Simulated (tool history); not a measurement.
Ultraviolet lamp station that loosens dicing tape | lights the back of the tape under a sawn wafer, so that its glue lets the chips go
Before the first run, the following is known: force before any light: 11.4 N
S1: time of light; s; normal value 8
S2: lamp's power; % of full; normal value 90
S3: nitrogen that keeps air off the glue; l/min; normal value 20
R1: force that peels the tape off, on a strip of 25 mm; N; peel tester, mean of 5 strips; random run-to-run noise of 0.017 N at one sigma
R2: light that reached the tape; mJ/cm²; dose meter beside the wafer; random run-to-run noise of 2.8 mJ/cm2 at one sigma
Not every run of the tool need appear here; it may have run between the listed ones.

run	hour	S1	S2	S3	R1	R2
1	0.0	8	90	20	1.349	323
2	24.2	8	90	20	1.345	320
# hour 55.5: window cleaned of glue's vapour
3	62.5	8	90	20	0.955	377
4	100.6	9	90	20	0.750	421
5	142.0	9	90	20	0.758	417
6	162.4	9	90	28	0.584	411
7	182.5	9	90	28	0.598	415
8	229.1	9	69	28	1.142	317
9	274.9	9	69	28	1.158	304
10	301.0	5	90	20	2.519	224
11	345.6	5	90	38	1.770	216
12	392.6	5	79	13	3.662	187
13	429.9	9	91	39	0.582	386
14	459.6	9	91	39	0.575	379
15	497.4	16	68	29	0.379	494
16	537.0	16	68	29	0.400	494
17	569.2	7	91	31	1.284	286
18	604.8	5	80	35	2.501	176
19	650.8	5	80	35	2.763	172
20	690.0	6	67	21	3.333	171

5 ways to go on from here, each from the tool as it stands after run 20. What would each give?
A	730.1	8	66	11	?	?
B	730.1	10	79	20	?	?
C	730.1	8	90	35	?	?
D	730.1	4	90	20	?	?
E	730.1	8	78	20	?	?

run	R1	R2
A	3.286	223
B	1.234	335
C	1.014	303
D	3.955	151
E	1.864	269
What these runs would have given with no unlogged condition in the tool:
run	R1	R2
A	2.288	291
B	0.698	438
C	0.561	396
D	2.888	198
E	1.129	350
